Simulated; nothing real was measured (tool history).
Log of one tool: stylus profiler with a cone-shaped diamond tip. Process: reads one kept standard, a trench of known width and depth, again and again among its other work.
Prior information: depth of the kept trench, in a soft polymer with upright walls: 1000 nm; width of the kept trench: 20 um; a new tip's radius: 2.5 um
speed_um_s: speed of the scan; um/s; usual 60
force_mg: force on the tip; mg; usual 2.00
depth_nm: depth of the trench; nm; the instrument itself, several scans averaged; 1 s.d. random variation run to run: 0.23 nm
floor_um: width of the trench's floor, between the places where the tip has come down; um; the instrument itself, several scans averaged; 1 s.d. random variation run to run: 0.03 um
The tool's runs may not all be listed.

run	day	speed_um_s	force_mg	depth_nm	floor_um
1	0.000	60	2.00	1010.65	14.73
2	0.896	60	2.00	1010.95	14.76
3	1.933	60	2.00	1010.72	14.67
4	2.546	60	2.00	1010.92	14.68
5	3.146	60	2.00	1010.58	14.72
# day 3.221: height scale calibrated on a step standard
6	4.192	60	2.00	1010.23	14.62
7	5.054	60	2.00	1010.36	14.59
8	6.075	60	2.03	1010.26	14.59
9	6.821	60	2.03	1010.19	14.54
10	7.408	199	4.00	1017.91	13.93
# day 8.162: height scale calibrated on a step standard, once more
11	8.292	49	0.74	1006.63	14.39
12	9.304	49	0.74	1005.93	14.41
13	10.429	49	0.74	1006.49	14.34
14	10.908	25	0.76	1006.16	14.62
15	11.917	25	0.76	1006.34	14.59
16	12.600	25	0.76	1006.44	14.52
17	13.738	15	0.71	1005.69	14.67
18	14.246	25	2.73	1015.72	14.70

Alternative continuations, all from the tool just after run 18; predict every row:
A	14.850	42	2.21	?	?
B	14.850	130	4.78	?	?
C	14.850	208	4.06	?	?

run	depth_nm	floor_um
A	1013.39	14.54
B	1022.73	14.18
C	1020.25	13.75
Without the tool's unlogged condition, the same runs would have read:
run	depth_nm	floor_um
A	1014.27	15.73
B	1023.61	15.36
C	1021.13	14.93

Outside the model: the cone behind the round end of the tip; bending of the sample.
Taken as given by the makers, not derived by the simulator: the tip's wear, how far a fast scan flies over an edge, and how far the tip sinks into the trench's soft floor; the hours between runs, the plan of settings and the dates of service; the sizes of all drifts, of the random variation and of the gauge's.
